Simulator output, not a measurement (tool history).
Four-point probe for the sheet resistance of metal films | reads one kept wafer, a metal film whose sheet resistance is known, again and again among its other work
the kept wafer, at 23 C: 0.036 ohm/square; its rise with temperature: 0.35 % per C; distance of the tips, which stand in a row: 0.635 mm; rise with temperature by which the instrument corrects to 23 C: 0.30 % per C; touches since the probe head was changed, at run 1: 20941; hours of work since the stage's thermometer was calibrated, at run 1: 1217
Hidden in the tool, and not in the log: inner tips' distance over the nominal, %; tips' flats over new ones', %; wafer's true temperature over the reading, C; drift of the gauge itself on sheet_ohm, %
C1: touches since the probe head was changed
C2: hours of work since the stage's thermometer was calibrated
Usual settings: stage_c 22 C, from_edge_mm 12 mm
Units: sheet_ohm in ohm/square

Run 1, hour 0.0: usual settings; C1 20941; C2 1217. Result: sheet_ohm 0.035854 ohm/square.
Run 2, hour 14.6: usual settings; C1 21361; C2 1226. Result: sheet_ohm 0.035875 ohm/square.
Run 3, hour 44.4: usual settings; C1 22219; C2 1242. Result: sheet_ohm 0.035848 ohm/square.
Run 4, hour 73.1: usual settings; C1 23047; C2 1258. Result: sheet_ohm 0.035860 ohm/square.
Run 5, hour 91.1: usual settings; C1 23565; C2 1268. Result: sheet_ohm 0.035851 ohm/square.
Run 6, hour 121.5: usual settings; C1 24441; C2 1285. Result: sheet_ohm 0.035857 ohm/square.
Run 7, hour 145.7: usual settings; C1 25138; C2 1298. Result: sheet_ohm 0.035852 ohm/square.
Run 8, hour 170.8: usual settings; C1 25860; C2 1312. Result: sheet_ohm 0.035860 ohm/square.
Run 9, hour 192.6: usual settings; C1 26488; C2 1324. Result: sheet_ohm 0.035868 ohm/square.
Run 10, hour 215.5: usual settings; C1 27149; C2 1337. Result: sheet_ohm 0.035844 ohm/square.
Run 11, hour 234.9: usual settings; C1 27706; C2 1347. Result: sheet_ohm 0.035852 ohm/square.
Run 12, hour 257.0: usual settings but stage_c 19 C; C1 28343; C2 1360. Result: sheet_ohm 0.035784 ohm/square.
Run 13, hour 285.0: usual settings but stage_c 19 C, from_edge_mm 55 mm; C1 29151; C2 1375. Result: sheet_ohm 0.035741 ohm/square.
Run 14, hour 301.1: usual settings but stage_c 26 C; C1 29615; C2 1384. Result: sheet_ohm 0.035920 ohm/square.
Run 15, hour 325.7: usual settings but stage_c 26 C; C1 30322; C2 1398. Result: sheet_ohm 0.035924 ohm/square.
Run 16, hour 348.7: usual settings but stage_c 26 C; C1 30986; C2 1411. Result: sheet_ohm 0.035918 ohm/square.
At hour 351.8: stage's thermometer calibrated.
Run 17, hour 366.9: usual settings but from_edge_mm 46 mm; C1 31494; C2 8. Result: sheet_ohm 0.035811 ohm/square.
Run 18, hour 391.6: usual settings but stage_c 32 C, from_edge_mm 29 mm; C1 32207; C2 22. Result: sheet_ohm 0.035998 ohm/square.
Run 19, hour 407.3: usual settings but stage_c 33 C, from_edge_mm 55 mm; C1 32659; C2 31. Result: sheet_ohm 0.036000 ohm/square.
At hour 437.1: stage's thermometer calibrated, once more.
Run 20, hour 437.3: usual settings but stage_c 35 C, from_edge_mm 19 mm; C1 33508; C2 0. Result: sheet_ohm 0.036031 ohm/square.
Run 21, hour 460.8: usual settings but stage_c 26 C, from_edge_mm 31 mm; C1 34184; C2 13. Result: sheet_ohm 0.035849 ohm/square.
Run 22, hour 482.5: usual settings but stage_c 24 C, from_edge_mm 5 mm; C1 34810; C2 25. Result: sheet_ohm 0.036105 ohm/square.
Run 23, hour 501.6: usual settings but stage_c 27 C, from_edge_mm 10 mm; C1 35362; C2 36. Result: sheet_ohm 0.035927 ohm/square.
Run 24, hour 524.4: usual settings but stage_c 26 C, from_edge_mm 7 mm; C1 36018; C2 48. Result: sheet_ohm 0.035987 ohm/square.
Run 25, hour 546.9: usual settings but stage_c 26 C, from_edge_mm 7 mm; C1 36665; C2 61. Result: sheet_ohm 0.035967 ohm/square.
Run 26, hour 570.5: usual settings but stage_c 27 C, from_edge_mm 11 mm; C1 37346; C2 74. Result: sheet_ohm 0.035911 ohm/square.
Run 27, hour 587.8: usual settings but stage_c 27 C, from_edge_mm 18 mm; C1 37843; C2 83. Result: sheet_ohm 0.035868 ohm/square.
Run 28, hour 608.3: usual settings but stage_c 19 C, from_edge_mm 6 mm; C1 38434; C2 95. Result: sheet_ohm 0.035904 ohm/square.
Run 29, hour 636.5: usual settings but stage_c 30 C, from_edge_mm 4 mm; C1 39246; C2 110. Result: sheet_ohm 0.036380 ohm/square.
Run 30, hour 655.9: usual settings but from_edge_mm 63 mm; C1 39806; C2 121. Result: sheet_ohm 0.035748 ohm/square.
Run 31, hour 668.2: usual settings but stage_c 26 C; C1 40160; C2 128. Result: sheet_ohm 0.035862 ohm/square.
Run 32, hour 691.4: usual settings but stage_c 26 C; C1 40827; C2 141. Result: sheet_ohm 0.035861 ohm/square.
Run 33, hour 705.7: usual settings but stage_c 26 C; C1 41240; C2 149. Result: sheet_ohm 0.035874 ohm/square.

5 ways to go on from here, each from the tool as it stands after run 33. What would each give?
Run A, hour 732.2: usual settings but stage_c 34 C, from_edge_mm 19 mm; C1 42004; C2 163. Result: sheet_ohm ?.
Run B, hour 732.2: usual settings but stage_c 25 C; C1 42004; C2 163. Result: sheet_ohm ?.
Run C, hour 732.2: usual settings but stage_c 24 C, from_edge_mm 14 mm; C1 42004; C2 163. Result: sheet_ohm ?.
Run D, hour 732.2: usual settings but stage_c 26 C, from_edge_mm 34 mm; C1 42004; C2 163. Result: sheet_ohm ?.
Run E, hour 732.2: usual settings but stage_c 18 C; C1 42004; C2 163. Result: sheet_ohm ?.

run  sheet_ohm
  A   0.035990
  B   0.035838
  C   0.035814
  D   0.035818
  E   0.035704
Without the tool's hidden state the same runs would have given:
run  sheet_ohm
  A   0.036234
  B   0.036080
  C   0.036057
  D   0.036061
  E   0.035945

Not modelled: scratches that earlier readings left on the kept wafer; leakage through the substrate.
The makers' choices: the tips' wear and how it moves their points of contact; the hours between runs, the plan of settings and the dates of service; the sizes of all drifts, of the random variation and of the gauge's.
